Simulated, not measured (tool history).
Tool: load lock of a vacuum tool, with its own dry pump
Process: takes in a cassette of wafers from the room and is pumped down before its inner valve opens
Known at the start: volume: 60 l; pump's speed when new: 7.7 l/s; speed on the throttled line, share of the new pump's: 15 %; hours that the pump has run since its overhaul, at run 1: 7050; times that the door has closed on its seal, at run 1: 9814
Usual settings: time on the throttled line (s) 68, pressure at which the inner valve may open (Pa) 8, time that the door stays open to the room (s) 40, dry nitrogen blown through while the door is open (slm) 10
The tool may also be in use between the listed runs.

| run | day | time on the throttled line (s) | pressure at which the inner valve may open (Pa) | time that the door stays open to the room (s) | dry nitrogen blown through while the door is open (slm) | hours that the pump has run since its overhaul | times that the door has closed on its seal | incoming humidity of the room's air, % | time from the closed door until the inner valve may open (s) | rise of the pressure with all valves shut (Pa/min) |
|---|---|---|---|---|---|---|---|---|---|---|
| 1 | 0 | 68 | 8 | 40 | 10 | 7050 | 9814 | 45.9 | 131.3 | 0.038 |
| 2 | 3.404 | 68 | 11 | 40 | 10 | 7132 | 10096 | 44.8 | 130.3 | 0.038 |
| 3 | 7.662 | 68 | 11 | 40 | 10 | 7234 | 10450 | 43.8 | 129.4 | 0.034 |
| 4 | 12.504 | 68 | 8 | 40 | 14 | 7350 | 10851 | 46.5 | 131 | 0.034 |
| 5 | 17.246 | 68 | 8 | 40 | 14 | 7464 | 11244 | 46.8 | 131.1 | 0.032 |
| 6 | 20.408 | 68 | 8 | 40 | 10 | 7540 | 11507 | 45.6 | 132.7 | 0.036 |
| 7 | 25.088 | 68 | 8 | 40 | 10 | 7652 | 11895 | 48.2 | 133.7 | 0.038 |
| 8 | 27.758 | 68 | 8 | 40 | 10 | 7716 | 12116 | 42.2 | 131.2 | 0.029 |
| 9 | 32.221 | 68 | 8 | 37 | 10 | 7824 | 12486 | 45.3 | 131.6 | 0.032 |
| 10 | 34.696 | 68 | 8 | 37 | 10 | 7883 | 12692 | 41.5 | 132.1 | 0.027 |
| 11 | 37.85 | 68 | 8 | 37 | 10 | 7959 | 12953 | 46.3 | 132.2 | 0.04 |
| 12 | 42.146 | 68 | 8 | 37 | 10 | 8062 | 13309 | 45.6 | 131.5 | 0.038 |
| 13 | 44.458 | 68 | 8 | 37 | 10 | 8117 | 13501 | 42.4 | 131.3 | 0.032 |
| 14 | 48.492 | 68 | 8 | 40 | 10 | 8214 | 13836 | 45.2 | 132 | 0.029 |
| 15 | 52.196 | 68 | 8 | 40 | 10 | 8303 | 14143 | 44.8 | 132.1 | 0.037 |
| 16 | 55.746 | 68 | 15 | 40 | 10 | 8388 | 14437 | 42.7 | 126.6 | 0.035 |
| 17 | 60.029 | 68 | 8 | 40 | 10 | 8491 | 14792 | 40.2 | 131.5 | 0.037 |
| 18 | 62.783 | 68 | 8 | 40 | 10 | 8557 | 15021 | 40.8 | 132.9 | 0.032 |
| 19 | 65.388 | 68 | 8 | 40 | 10 | 8620 | 15237 | 43.8 | 131.1 | 0.034 |
| 20 | 67.471 | 68 | 7 | 40 | 30 | 8670 | 15410 | 41.4 | 132.4 | 0.015 |
| 21 | 71.879 | 113 | 7 | 40 | 31 | 8775 | 15775 | 48.2 | 172 | 0.018 |
| 22 | 75.029 | 62 | 11 | 176 | 9 | 8851 | 16036 | 44.5 | 123.4 | 0.087 |
| 23 | 78.9 | 68 | 8 | 61 | 10 | 8944 | 16357 | 43.3 | 130.9 | 0.044 |
| 24 | 81.329 | 85 | 8 | 61 | 10 | 9002 | 16559 | 46 | 147.4 | 0.042 |
| 25 | 84.95 | 56 | 9 | 49 | 21 | 9089 | 16859 | 45.9 | 119.6 | 0.026 |
| 26 | 87.071 | 56 | 14 | 49 | 18 | 9140 | 17035 | 42 | 116.7 | 0.027 |
| 27 | 89.667 | 56 | 10 | 58 | 18 | 9202 | 17250 | 45.3 | 119.6 | 0.038 |
| 28 | 94.404 | 56 | 10 | 58 | 18 | 9316 | 17643 | 44.6 | 118.9 | 0.032 |
| 29 | 97.983 | 56 | 15 | 47 | 22 | 9402 | 17940 | 48 | 116.4 | 0.03 |
| 30 | 102.529 | 56 | 15 | 47 | 22 | 9511 | 18317 | 41.1 | 116.8 | 0.022 |
| 31 | 107.354 | 119 | 13 | 29 | 22 | 9627 | 18717 | 45.4 | 171.8 | 0.021 |
| 32 | 110.354 | 47 | 6 | 106 | 20 | 9699 | 18966 | 47 | 117.7 | 0.052 |
| 33 | 114.238 | 105 | 8 | 40 | 21 | 9792 | 19288 | 45.1 | 164.9 | 0.025 |
| 34 | 118.562 | 48 | 10 | 30 | 16 | 9896 | 19647 | 43.5 | 112.8 | 0.025 |
| 35 | 122.85 | 48 | 10 | 30 | 4 | 9999 | 20002 | 45.4 | 112.2 | 0.037 |
| 36 | 125.196 | 84 | 8 | 40 | 17 | 10055 | 20197 | 42.8 | 145.3 | 0.026 |
| 37 | 127.708 | 84 | 8 | 40 | 17 | 10115 | 20405 | 44.4 | 145.3 | 0.024 |

Forecast each of these 4 alternatives for the next run:
| A | 131.542 | 68 | 11 | 29 | 13 | 10207 | 20723 | 42.8 | ? | ? |
| B | 131.542 | 84 | 8 | 127 | 17 | 10207 | 20723 | 48.2 | ? | ? |
| C | 131.542 | 127 | 13 | 40 | 14 | 10207 | 20723 | 44.3 | ? | ? |
| D | 131.542 | 84 | 9 | 58 | 17 | 10207 | 20723 | 46.2 | ? | ? |

| run | time from the closed door until the inner valve may open (s) | rise of the pressure with all valves shut (Pa/min) |
|---|---|---|
| A | 129.4 | 0.029 |
| B | 146 | 0.058 |
| C | 179.4 | 0.027 |
| D | 145.5 | 0.035 |
Without the tool's hidden state the same runs would have given:
| run | time from the closed door until the inner valve may open (s) | rise of the pressure with all valves shut (Pa/min) |
|---|---|---|
| A | 129.3 | 0.029 |
| B | 146 | 0.058 |
| C | 179.4 | 0.027 |
| D | 145.4 | 0.035 |

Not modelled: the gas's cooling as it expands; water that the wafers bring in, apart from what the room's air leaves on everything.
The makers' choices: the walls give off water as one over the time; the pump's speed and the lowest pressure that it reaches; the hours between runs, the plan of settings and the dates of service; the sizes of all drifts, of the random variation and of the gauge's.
